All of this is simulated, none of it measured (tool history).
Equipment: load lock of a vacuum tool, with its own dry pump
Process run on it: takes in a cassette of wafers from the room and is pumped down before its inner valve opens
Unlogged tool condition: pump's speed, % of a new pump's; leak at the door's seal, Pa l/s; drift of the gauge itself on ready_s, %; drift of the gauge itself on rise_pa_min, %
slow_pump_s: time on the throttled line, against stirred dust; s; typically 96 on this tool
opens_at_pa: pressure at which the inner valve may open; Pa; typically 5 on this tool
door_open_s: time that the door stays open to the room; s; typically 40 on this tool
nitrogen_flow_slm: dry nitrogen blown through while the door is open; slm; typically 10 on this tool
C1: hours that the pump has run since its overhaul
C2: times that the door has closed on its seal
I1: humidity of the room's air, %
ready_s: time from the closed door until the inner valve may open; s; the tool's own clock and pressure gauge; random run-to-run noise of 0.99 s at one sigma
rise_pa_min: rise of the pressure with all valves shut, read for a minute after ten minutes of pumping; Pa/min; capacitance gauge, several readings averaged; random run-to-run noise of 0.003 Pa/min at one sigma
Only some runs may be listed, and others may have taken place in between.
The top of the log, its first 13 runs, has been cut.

{"run": 14, "hour": 7090.7, "slow_pump_s": 73, "opens_at_pa": 5, "door_open_s": 40, "nitrogen_flow_slm": 10, "C1": 10490, "C2": 15523, "I1": 45.7, "ready_s": 143.5, "rise_pa_min": 0.124}
{"run": 15, "hour": 7697.5, "slow_pump_s": 96, "opens_at_pa": 5, "door_open_s": 40, "nitrogen_flow_slm": 10, "C1": 11097, "C2": 16631, "I1": 45.2, "ready_s": 163.1, "rise_pa_min": 0.132}
{"run": 16, "hour": 8365.7, "slow_pump_s": 96, "opens_at_pa": 8, "door_open_s": 40, "nitrogen_flow_slm": 10, "C1": 11765, "C2": 17850, "I1": 44.5, "ready_s": 158.6, "rise_pa_min": 0.144}
{"run": 17, "hour": 8968.0, "slow_pump_s": 144, "opens_at_pa": 8, "door_open_s": 40, "nitrogen_flow_slm": 10, "C1": 12367, "C2": 18949, "I1": 48.6, "ready_s": 196.4, "rise_pa_min": 0.165}
{"run": 18, "hour": 9383.4, "slow_pump_s": 144, "opens_at_pa": 8, "door_open_s": 40, "nitrogen_flow_slm": 10, "C1": 12783, "C2": 19707, "I1": 43.5, "ready_s": 197.1, "rise_pa_min": 0.17}
{"run": 19, "hour": 10038.6, "slow_pump_s": 144, "opens_at_pa": 8, "door_open_s": 40, "nitrogen_flow_slm": 10, "C1": 13438, "C2": 20903, "I1": 45.6, "ready_s": 200.5, "rise_pa_min": 0.18}
{"run": 20, "hour": 10518.6, "slow_pump_s": 96, "opens_at_pa": 5, "door_open_s": 26, "nitrogen_flow_slm": 39, "C1": 13918, "C2": 21778, "I1": 44.3, "ready_s": 165.4, "rise_pa_min": 0.178}
{"run": 21, "hour": 10948.2, "slow_pump_s": 96, "opens_at_pa": 6, "door_open_s": 43, "nitrogen_flow_slm": 10, "C1": 14348, "C2": 22562, "I1": 45.4, "ready_s": 164.5, "rise_pa_min": 0.206}
{"hour": 11515.6, "done": "door's seal changed, seat wiped"}
{"run": 22, "hour": 11558.5, "slow_pump_s": 61, "opens_at_pa": 5, "door_open_s": 51, "nitrogen_flow_slm": 10, "C1": 14956, "C2": 78, "I1": 47.2, "ready_s": 137.2, "rise_pa_min": 0.022}
{"run": 23, "hour": 12066.1, "slow_pump_s": 61, "opens_at_pa": 6, "door_open_s": 51, "nitrogen_flow_slm": 6, "C1": 15464, "C2": 1005, "I1": 44.5, "ready_s": 136.2, "rise_pa_min": 0.032}
{"run": 24, "hour": 12703.7, "slow_pump_s": 107, "opens_at_pa": 5, "door_open_s": 40, "nitrogen_flow_slm": 10, "C1": 16102, "C2": 2168, "I1": 44.4, "ready_s": 174.3, "rise_pa_min": 0.034}
{"run": 25, "hour": 13095.5, "slow_pump_s": 107, "opens_at_pa": 5, "door_open_s": 40, "nitrogen_flow_slm": 10, "C1": 16493, "C2": 2883, "I1": 47.6, "ready_s": 175.4, "rise_pa_min": 0.031}
{"run": 26, "hour": 13783.6, "slow_pump_s": 64, "opens_at_pa": 9, "door_open_s": 40, "nitrogen_flow_slm": 23, "C1": 17182, "C2": 4139, "I1": 42.3, "ready_s": 134, "rise_pa_min": 0.03}
{"run": 27, "hour": 14436.8, "slow_pump_s": 64, "opens_at_pa": 9, "door_open_s": 40, "nitrogen_flow_slm": 23, "C1": 17835, "C2": 5330, "I1": 46, "ready_s": 133.7, "rise_pa_min": 0.035}
{"run": 28, "hour": 14940.4, "slow_pump_s": 172, "opens_at_pa": 9, "door_open_s": 40, "nitrogen_flow_slm": 8, "C1": 18338, "C2": 6250, "I1": 44.5, "ready_s": 222.4, "rise_pa_min": 0.044}
{"run": 29, "hour": 15624.4, "slow_pump_s": 96, "opens_at_pa": 4, "door_open_s": 43, "nitrogen_flow_slm": 8, "C1": 19022, "C2": 7498, "I1": 49.4, "ready_s": 169.2, "rise_pa_min": 0.049}
{"run": 30, "hour": 16127.6, "slow_pump_s": 86, "opens_at_pa": 6, "door_open_s": 40, "nitrogen_flow_slm": 10, "C1": 19526, "C2": 8416, "I1": 43.6, "ready_s": 158.4, "rise_pa_min": 0.056}

Predict the results of run 31:
{"run": 31, "hour": 16473.3, "slow_pump_s": 86, "opens_at_pa": 6, "door_open_s": 46, "nitrogen_flow_slm": 10, "C1": 19871, "C2": 9047, "I1": 42.2, "ready_s": "?", "rise_pa_min": "?"}

ready_s: 157.2 s
rise_pa_min: 0.059 Pa/min
With the hidden condition absent and the run-to-run variation left alone, this run would have shown ready_s 146.9 s, rise_pa_min 0.018 Pa/min.
